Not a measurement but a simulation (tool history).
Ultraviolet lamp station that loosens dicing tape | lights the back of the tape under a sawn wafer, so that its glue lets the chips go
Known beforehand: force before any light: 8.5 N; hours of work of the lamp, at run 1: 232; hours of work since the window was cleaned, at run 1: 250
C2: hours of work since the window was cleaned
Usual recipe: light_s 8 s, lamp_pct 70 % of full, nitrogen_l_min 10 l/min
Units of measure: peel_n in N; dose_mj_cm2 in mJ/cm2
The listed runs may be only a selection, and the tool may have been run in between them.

{"run": 1, "hour": 0.0, "light_s": 8, "lamp_pct": 70, "nitrogen_l_min": 10, "hours of work of the lamp": 232, "C2": 250, "peel_n": 0.384, "dose_mj_cm2": 447}
{"run": 2, "hour": 3.6, "light_s": 8, "lamp_pct": 70, "nitrogen_l_min": 10, "hours of work of the lamp": 234, "C2": 253, "peel_n": 0.397, "dose_mj_cm2": 455}
{"run": 3, "hour": 8.4, "light_s": 8, "lamp_pct": 70, "nitrogen_l_min": 10, "hours of work of the lamp": 238, "C2": 257, "peel_n": 0.381, "dose_mj_cm2": 457}
{"run": 4, "hour": 17.3, "light_s": 8, "lamp_pct": 70, "nitrogen_l_min": 19, "hours of work of the lamp": 245, "C2": 264, "peel_n": 0.305, "dose_mj_cm2": 451}
{"run": 5, "hour": 22.8, "light_s": 8, "lamp_pct": 70, "nitrogen_l_min": 19, "hours of work of the lamp": 249, "C2": 268, "peel_n": 0.284, "dose_mj_cm2": 455}
{"run": 6, "hour": 30.0, "light_s": 8, "lamp_pct": 84, "nitrogen_l_min": 10, "hours of work of the lamp": 255, "C2": 274, "peel_n": 0.304, "dose_mj_cm2": 540}
{"run": 7, "hour": 35.6, "light_s": 8, "lamp_pct": 84, "nitrogen_l_min": 10, "hours of work of the lamp": 259, "C2": 278, "peel_n": 0.292, "dose_mj_cm2": 539}
{"run": 8, "hour": 42.1, "light_s": 8, "lamp_pct": 84, "nitrogen_l_min": 10, "hours of work of the lamp": 264, "C2": 283, "peel_n": 0.298, "dose_mj_cm2": 543}
{"run": 9, "hour": 50.2, "light_s": 9, "lamp_pct": 70, "nitrogen_l_min": 10, "hours of work of the lamp": 270, "C2": 289, "peel_n": 0.316, "dose_mj_cm2": 510}
{"run": 10, "hour": 55.8, "light_s": 8, "lamp_pct": 70, "nitrogen_l_min": 8, "hours of work of the lamp": 275, "C2": 294, "peel_n": 0.437, "dose_mj_cm2": 452}
{"run": 11, "hour": 64.4, "light_s": 8, "lamp_pct": 70, "nitrogen_l_min": 6, "hours of work of the lamp": 281, "C2": 300, "peel_n": 0.507, "dose_mj_cm2": 452}
{"run": 12, "hour": 71.0, "light_s": 8, "lamp_pct": 70, "nitrogen_l_min": 5, "hours of work of the lamp": 286, "C2": 305, "peel_n": 0.606, "dose_mj_cm2": 451}
{"run": 13, "hour": 76.5, "light_s": 8, "lamp_pct": 70, "nitrogen_l_min": 5, "hours of work of the lamp": 291, "C2": 310, "peel_n": 0.606, "dose_mj_cm2": 450}
{"run": 14, "hour": 80.6, "light_s": 8, "lamp_pct": 70, "nitrogen_l_min": 10, "hours of work of the lamp": 294, "C2": 313, "peel_n": 0.378, "dose_mj_cm2": 451}
{"run": 15, "hour": 84.5, "light_s": 8, "lamp_pct": 70, "nitrogen_l_min": 10, "hours of work of the lamp": 297, "C2": 316, "peel_n": 0.371, "dose_mj_cm2": 451}
{"run": 16, "hour": 90.0, "light_s": 8, "lamp_pct": 70, "nitrogen_l_min": 10, "hours of work of the lamp": 301, "C2": 320, "peel_n": 0.388, "dose_mj_cm2": 450}
{"run": 17, "hour": 98.4, "light_s": 8, "lamp_pct": 70, "nitrogen_l_min": 10, "hours of work of the lamp": 308, "C2": 326, "peel_n": 0.367, "dose_mj_cm2": 455}
{"run": 18, "hour": 104.6, "light_s": 8, "lamp_pct": 70, "nitrogen_l_min": 10, "hours of work of the lamp": 312, "C2": 331, "peel_n": 0.394, "dose_mj_cm2": 450}
{"run": 19, "hour": 112.1, "light_s": 8, "lamp_pct": 70, "nitrogen_l_min": 10, "hours of work of the lamp": 318, "C2": 337, "peel_n": 0.383, "dose_mj_cm2": 448}
{"run": 20, "hour": 116.8, "light_s": 8, "lamp_pct": 70, "nitrogen_l_min": 10, "hours of work of the lamp": 322, "C2": 341, "peel_n": 0.398, "dose_mj_cm2": 454}
{"run": 21, "hour": 125.8, "light_s": 8, "lamp_pct": 70, "nitrogen_l_min": 10, "hours of work of the lamp": 329, "C2": 348, "peel_n": 0.362, "dose_mj_cm2": 451}
{"run": 22, "hour": 131.0, "light_s": 8, "lamp_pct": 70, "nitrogen_l_min": 10, "hours of work of the lamp": 333, "C2": 352, "peel_n": 0.385, "dose_mj_cm2": 452}
{"run": 23, "hour": 140.0, "light_s": 8, "lamp_pct": 72, "nitrogen_l_min": 6, "hours of work of the lamp": 340, "C2": 359, "peel_n": 0.477, "dose_mj_cm2": 464}
{"run": 24, "hour": 145.7, "light_s": 13, "lamp_pct": 83, "nitrogen_l_min": 4, "hours of work of the lamp": 344, "C2": 363, "peel_n": 0.279, "dose_mj_cm2": 879}
{"run": 25, "hour": 152.2, "light_s": 5, "lamp_pct": 99, "nitrogen_l_min": 10, "hours of work of the lamp": 349, "C2": 368, "peel_n": 0.469, "dose_mj_cm2": 402}
{"run": 26, "hour": 160.8, "light_s": 10, "lamp_pct": 74, "nitrogen_l_min": 6, "hours of work of the lamp": 356, "C2": 375, "peel_n": 0.326, "dose_mj_cm2": 597}
{"run": 27, "hour": 169.6, "light_s": 6, "lamp_pct": 96, "nitrogen_l_min": 10, "hours of work of the lamp": 363, "C2": 381, "peel_n": 0.374, "dose_mj_cm2": 468}
{"run": 28, "hour": 174.4, "light_s": 5, "lamp_pct": 96, "nitrogen_l_min": 10, "hours of work of the lamp": 366, "C2": 385, "peel_n": 0.481, "dose_mj_cm2": 386}
{"run": 29, "hour": 180.3, "light_s": 8, "lamp_pct": 90, "nitrogen_l_min": 10, "hours of work of the lamp": 371, "C2": 390, "peel_n": 0.277, "dose_mj_cm2": 577}
{"run": 30, "hour": 188.8, "light_s": 8, "lamp_pct": 90, "nitrogen_l_min": 10, "hours of work of the lamp": 377, "C2": 396, "peel_n": 0.267, "dose_mj_cm2": 575}
{"run": 31, "hour": 197.1, "light_s": 8, "lamp_pct": 90, "nitrogen_l_min": 10, "hours of work of the lamp": 384, "C2": 403, "peel_n": 0.291, "dose_mj_cm2": 577}
{"run": 32, "hour": 202.4, "light_s": 12, "lamp_pct": 77, "nitrogen_l_min": 7, "hours of work of the lamp": 388, "C2": 407, "peel_n": 0.252, "dose_mj_cm2": 751}
{"run": 33, "hour": 207.7, "light_s": 8, "lamp_pct": 84, "nitrogen_l_min": 10, "hours of work of the lamp": 392, "C2": 411, "peel_n": 0.308, "dose_mj_cm2": 542}
{"run": 34, "hour": 214.9, "light_s": 8, "lamp_pct": 84, "nitrogen_l_min": 10, "hours of work of the lamp": 398, "C2": 416, "peel_n": 0.292, "dose_mj_cm2": 545}
{"run": 35, "hour": 223.7, "light_s": 14, "lamp_pct": 66, "nitrogen_l_min": 10, "hours of work of the lamp": 404, "C2": 423, "peel_n": 0.238, "dose_mj_cm2": 743}
{"run": 36, "hour": 228.9, "light_s": 14, "lamp_pct": 66, "nitrogen_l_min": 10, "hours of work of the lamp": 408, "C2": 427, "peel_n": 0.239, "dose_mj_cm2": 738}
{"run": 37, "hour": 234.3, "light_s": 8, "lamp_pct": 69, "nitrogen_l_min": 3, "hours of work of the lamp": 412, "C2": 431, "peel_n": 0.886, "dose_mj_cm2": 442}
{"run": 38, "hour": 238.7, "light_s": 8, "lamp_pct": 69, "nitrogen_l_min": 3, "hours of work of the lamp": 416, "C2": 435, "peel_n": 0.898, "dose_mj_cm2": 444}
{"run": 39, "hour": 246.7, "light_s": 7, "lamp_pct": 75, "nitrogen_l_min": 14, "hours of work of the lamp": 422, "C2": 441, "peel_n": 0.364, "dose_mj_cm2": 426}
{"run": 40, "hour": 250.5, "light_s": 8, "lamp_pct": 80, "nitrogen_l_min": 5, "hours of work of the lamp": 425, "C2": 444, "peel_n": 0.474, "dose_mj_cm2": 512}
{"run": 41, "hour": 256.6, "light_s": 8, "lamp_pct": 80, "nitrogen_l_min": 5, "hours of work of the lamp": 430, "C2": 449, "peel_n": 0.46, "dose_mj_cm2": 519}
{"hour": 260.9, "done": "window cleaned of glue's vapour"}
{"run": 42, "hour": 264.2, "light_s": 8, "lamp_pct": 69, "nitrogen_l_min": 15, "hours of work of the lamp": 435, "C2": 3, "peel_n": 0.332, "dose_mj_cm2": 446}
{"run": 43, "hour": 270.5, "light_s": 8, "lamp_pct": 91, "nitrogen_l_min": 5, "hours of work of the lamp": 440, "C2": 7, "peel_n": 0.388, "dose_mj_cm2": 590}

Branching from run 43: 3 alternative next runs. What would each branch give?
{"run": "A", "hour": 276.6, "light_s": 15, "lamp_pct": 78, "nitrogen_l_min": 10, "hours of work of the lamp": 445, "C2": 12, "peel_n": "?", "dose_mj_cm2": "?"}
{"run": "B", "hour": 276.6, "light_s": 7, "lamp_pct": 70, "nitrogen_l_min": 5, "hours of work of the lamp": 445, "C2": 12, "peel_n": "?", "dose_mj_cm2": "?"}
{"run": "C", "hour": 276.6, "light_s": 4, "lamp_pct": 84, "nitrogen_l_min": 14, "hours of work of the lamp": 445, "C2": 12, "peel_n": "?", "dose_mj_cm2": "?"}

run=A peel_n=0.234 dose_mj_cm2=948
run=B peel_n=0.787 dose_mj_cm2=398
run=C peel_n=0.791 dose_mj_cm2=272
Had the tool no hidden state, the same runs would have come out as:
run=A peel_n=0.234 dose_mj_cm2=949
run=B peel_n=0.785 dose_mj_cm2=398
run=C peel_n=0.790 dose_mj_cm2=272
